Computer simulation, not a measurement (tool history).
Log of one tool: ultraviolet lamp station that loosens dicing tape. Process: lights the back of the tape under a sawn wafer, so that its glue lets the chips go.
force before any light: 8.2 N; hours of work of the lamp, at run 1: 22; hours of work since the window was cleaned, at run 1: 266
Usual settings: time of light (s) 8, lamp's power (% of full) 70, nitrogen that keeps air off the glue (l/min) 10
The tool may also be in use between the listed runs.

| run | hour | time of light (s) | lamp's power (% of full) | nitrogen that keeps air off the glue (l/min) | hours of work of the lamp | hours of work since the window was cleaned | force that peels the tape off (N) | light that reached the tape (mJ/cm²) |
|---|---|---|---|---|---|---|---|---|
| 1 | 0 | 8 | 70 | 10 | 22 | 266 | 0.598 | 417 |
| 2 | 8 | 8 | 70 | 10 | 27 | 270 | 0.611 | 415 |
| 3 | 16.8 | 8 | 70 | 10 | 32 | 275 | 0.643 | 414 |
| 4 | 23 | 8 | 70 | 10 | 36 | 279 | 0.652 | 415 |
|  | 25.3 | window cleaned of glue's vapour |
| 5 | 32.4 | 8 | 70 | 10 | 41 | 4 | 0.688 | 392 |
| 6 | 42 | 8 | 70 | 10 | 46 | 10 | 0.675 | 394 |
| 7 | 50.6 | 8 | 70 | 10 | 51 | 15 | 0.718 | 393 |
| 8 | 59.7 | 4 | 70 | 10 | 57 | 20 | 2.225 | 194 |
| 9 | 69.5 | 4 | 70 | 10 | 62 | 26 | 2.25 | 191 |
|  | 73.4 | window cleaned of glue's vapour, once more |
| 10 | 74.9 | 8 | 70 | 10 | 65 | 1 | 0.462 | 486 |
| 11 | 83.1 | 8 | 66 | 10 | 70 | 6 | 0.504 | 456 |
| 12 | 92.7 | 8 | 66 | 10 | 76 | 11 | 0.501 | 452 |
| 13 | 102.6 | 8 | 78 | 10 | 82 | 17 | 0.37 | 537 |
| 14 | 110.5 | 8 | 78 | 10 | 86 | 22 | 0.386 | 531 |
| 15 | 117.6 | 8 | 78 | 10 | 90 | 26 | 0.386 | 533 |
| 16 | 128.4 | 8 | 78 | 10 | 97 | 32 | 0.396 | 527 |
| 17 | 139.3 | 8 | 78 | 10 | 103 | 39 | 0.388 | 524 |
| 18 | 146.1 | 8 | 78 | 10 | 107 | 42 | 0.408 | 523 |
| 19 | 150.8 | 8 | 78 | 10 | 110 | 45 | 0.388 | 519 |
| 20 | 157.9 | 8 | 70 | 15 | 114 | 49 | 0.354 | 473 |
| 21 | 164.6 | 8 | 64 | 10 | 118 | 53 | 0.606 | 429 |
| 22 | 174.1 | 8 | 64 | 10 | 123 | 59 | 0.58 | 425 |
| 23 | 179.1 | 13 | 74 | 14 | 126 | 62 | 0.196 | 783 |
| 24 | 188.9 | 11 | 69 | 9 | 132 | 67 | 0.302 | 625 |
| 25 | 194.4 | 8 | 70 | 4 | 135 | 71 | 1.081 | 460 |
| 26 | 204.2 | 9 | 70 | 7 | 141 | 76 | 0.552 | 517 |
| 27 | 209.5 | 6 | 88 | 7 | 144 | 79 | 0.801 | 434 |
| 28 | 218.7 | 5 | 95 | 4 | 149 | 85 | 1.5 | 387 |
| 29 | 229.4 | 13 | 67 | 10 | 156 | 91 | 0.245 | 697 |
| 30 | 240.5 | 5 | 70 | 10 | 162 | 98 | 1.294 | 279 |
| 31 | 248.3 | 16 | 81 | 5 | 167 | 102 | 0.227 | 1042 |
| 32 | 256.1 | 11 | 64 | 10 | 171 | 107 | 0.346 | 562 |
| 33 | 262 | 4 | 74 | 10 | 175 | 110 | 1.739 | 237 |
| 34 | 270.7 | 7 | 74 | 10 | 180 | 115 | 0.634 | 409 |
| 35 | 281.8 | 11 | 70 | 9 | 186 | 122 | 0.324 | 605 |
| 36 | 289.8 | 11 | 70 | 10 | 191 | 126 | 0.301 | 608 |
| 37 | 294.9 | 8 | 70 | 3 | 194 | 129 | 1.538 | 443 |
| 38 | 305.1 | 8 | 70 | 9 | 200 | 135 | 0.611 | 437 |
| 39 | 316 | 9 | 71 | 3 | 206 | 142 | 1.202 | 491 |
| 40 | 321.4 | 9 | 71 | 3 | 209 | 145 | 1.218 | 493 |
| 41 | 326.6 | 9 | 71 | 3 | 212 | 148 | 1.289 | 490 |
| 42 | 334.1 | 7 | 97 | 15 | 217 | 152 | 0.3 | 514 |
| 43 | 342.1 | 7 | 81 | 19 | 221 | 157 | 0.345 | 434 |

Forecast each of these 3 alternatives for the next run:
| A | 352.4 | 11 | 74 | 8 | 227 | 163 | ? | ? |
| B | 352.4 | 8 | 81 | 19 | 227 | 163 | ? | ? |
| C | 352.4 | 6 | 70 | 10 | 227 | 163 | ? | ? |

| run | force that peels the tape off (N) | light that reached the tape (mJ/cm²) |
|---|---|---|
| A | 0.335 | 622 |
| B | 0.286 | 495 |
| C | 1.039 | 317 |
Without the tool's hidden state the same runs would have given:
| run | force that peels the tape off (N) | light that reached the tape (mJ/cm²) |
|---|---|---|
| A | 0.258 | 733 |
| B | 0.231 | 584 |
| C | 0.756 | 374 |

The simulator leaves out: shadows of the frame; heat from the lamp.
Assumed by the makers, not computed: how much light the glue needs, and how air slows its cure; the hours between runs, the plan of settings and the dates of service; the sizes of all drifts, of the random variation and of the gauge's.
